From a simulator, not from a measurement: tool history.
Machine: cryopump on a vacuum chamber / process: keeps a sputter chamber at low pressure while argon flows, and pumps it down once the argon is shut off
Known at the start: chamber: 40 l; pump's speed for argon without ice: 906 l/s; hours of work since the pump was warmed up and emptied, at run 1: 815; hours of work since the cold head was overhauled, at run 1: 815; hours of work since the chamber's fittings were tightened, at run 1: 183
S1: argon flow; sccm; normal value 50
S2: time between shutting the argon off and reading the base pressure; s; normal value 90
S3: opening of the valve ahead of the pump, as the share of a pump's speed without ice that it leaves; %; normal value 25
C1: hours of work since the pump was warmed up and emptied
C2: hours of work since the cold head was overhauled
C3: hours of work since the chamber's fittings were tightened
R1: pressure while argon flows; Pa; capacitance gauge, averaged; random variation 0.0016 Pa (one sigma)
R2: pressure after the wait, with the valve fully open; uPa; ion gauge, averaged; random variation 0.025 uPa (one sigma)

| run | hour | S1 | S2 | S3 | C1 | C2 | C3 | R1 | R2 |
|---|---|---|---|---|---|---|---|---|---|
| 1 | 0 | 50 | 90 | 25 | 815 | 815 | 183 | 0.416 | 1.29 |
| 2 | 39.1 | 50 | 208 | 25 | 838 | 838 | 206 | 0.4209 | 0.94 |
| 3 | 66.3 | 50 | 208 | 25 | 854 | 854 | 223 | 0.4188 | 0.96 |
| 4 | 90.5 | 50 | 208 | 25 | 868 | 868 | 237 | 0.4183 | 1.03 |
|  | 101 | pump warmed up, emptied and cooled again |
| 5 | 113.6 | 50 | 208 | 25 | 8 | 879 | 248 | 0.3746 | 0.77 |
| 6 | 147.5 | 50 | 90 | 25 | 28 | 899 | 268 | 0.3751 | 1.13 |
| 7 | 178.2 | 50 | 90 | 24 | 46 | 918 | 286 | 0.3898 | 1.18 |
| 8 | 208 | 50 | 90 | 24 | 64 | 936 | 304 | 0.3918 | 1.19 |
| 9 | 238.4 | 50 | 90 | 25 | 82 | 954 | 322 | 0.3753 | 1.2 |
| 10 | 259.5 | 50 | 90 | 25 | 94 | 966 | 335 | 0.3784 | 1.21 |
| 11 | 277 | 50 | 155 | 25 | 105 | 977 | 345 | 0.3779 | 0.99 |
| 12 | 306.4 | 50 | 90 | 25 | 122 | 994 | 363 | 0.3781 | 1.28 |
| 13 | 327 | 50 | 90 | 25 | 135 | 1007 | 375 | 0.3781 | 1.22 |
| 14 | 343.6 | 21 | 90 | 25 | 145 | 1016 | 385 | 0.1606 | 1.24 |
| 15 | 368.9 | 21 | 90 | 25 | 160 | 1031 | 400 | 0.1581 | 1.23 |
| 16 | 395.2 | 21 | 90 | 25 | 175 | 1047 | 416 | 0.1605 | 1.27 |
| 17 | 434.2 | 50 | 45 | 24 | 199 | 1070 | 439 | 0.3976 | 2.03 |
| 18 | 452.1 | 50 | 45 | 24 | 209 | 1081 | 450 | 0.3972 | 2 |
| 19 | 477 | 50 | 25 | 19 | 224 | 1096 | 464 | 0.505 | 2.99 |
| 20 | 504.6 | 66 | 30 | 25 | 241 | 1112 | 481 | 0.5048 | 2.71 |
| 21 | 541.5 | 66 | 30 | 25 | 263 | 1134 | 503 | 0.5116 | 2.65 |
| 22 | 572.1 | 23 | 117 | 15 | 281 | 1153 | 521 | 0.2915 | 1.23 |
| 23 | 600.8 | 23 | 117 | 15 | 298 | 1170 | 538 | 0.2937 | 1.27 |
| 24 | 629.6 | 59 | 117 | 15 | 315 | 1187 | 555 | 0.7516 | 1.28 |
| 25 | 659 | 26 | 50 | 39 | 333 | 1204 | 573 | 0.1323 | 1.93 |
| 26 | 682.7 | 49 | 253 | 47 | 347 | 1219 | 587 | 0.2102 | 1.04 |
| 27 | 700.7 | 50 | 35 | 30 | 358 | 1229 | 598 | 0.3245 | 2.49 |
| 28 | 732.5 | 84 | 90 | 52 | 377 | 1248 | 617 | 0.3274 | 1.45 |
| 29 | 768.9 | 84 | 90 | 52 | 398 | 1270 | 638 | 0.3286 | 1.49 |
| 30 | 797.3 | 55 | 90 | 52 | 415 | 1287 | 655 | 0.2194 | 1.5 |
| 31 | 828.9 | 74 | 90 | 36 | 434 | 1306 | 674 | 0.4129 | 1.56 |

Table of differences, measured result less the result of that run with no hidden state. Run-to-run variation is the same in both. Gauge scatter possibly is not:
Hidden state at play: pump's speed, % of a pump's without ice; cold plate's temperature, K; leak into the chamber, uPa l/s; drift of the gauge itself on working_pa, %; drift of the gauge itself on base_upa, %.
| run | R1 | R2 |
|---|---|---|
| 1 | +0.0427 | +0.32 |
| 2 | +0.0447 | +0.35 |
| 3 | +0.0456 | +0.36 |
| 4 | +0.0465 | +0.4 |
| 5 | +0.0012 | +0.16 |
| 6 | +0.0019 | +0.18 |
| 7 | +0.0026 | +0.2 |
| 8 | +0.0033 | +0.21 |
| 9 | +0.004 | +0.22 |
| 10 | +0.0045 | +0.23 |
| 11 | +0.0048 | +0.25 |
| 12 | +0.0055 | +0.26 |
| 13 | +0.006 | +0.27 |
| 14 | +0.0027 | +0.28 |
| 15 | +0.0029 | +0.28 |
| 16 | +0.0032 | +0.31 |
| 17 | +0.0086 | +0.34 |
| 18 | +0.009 | +0.34 |
| 19 | +0.0097 | +0.35 |
| 20 | +0.0137 | +0.37 |
| 21 | +0.0152 | +0.38 |
| 22 | +0.0056 | +0.4 |
| 23 | +0.006 | +0.42 |
| 24 | +0.0162 | +0.44 |
| 25 | +0.0076 | +0.45 |
| 26 | +0.015 | +0.48 |
| 27 | +0.0156 | +0.48 |
| 28 | +0.0279 | +0.49 |
| 29 | +0.0297 | +0.52 |
| 30 | +0.0205 | +0.53 |
| 31 | +0.0289 | +0.57 |
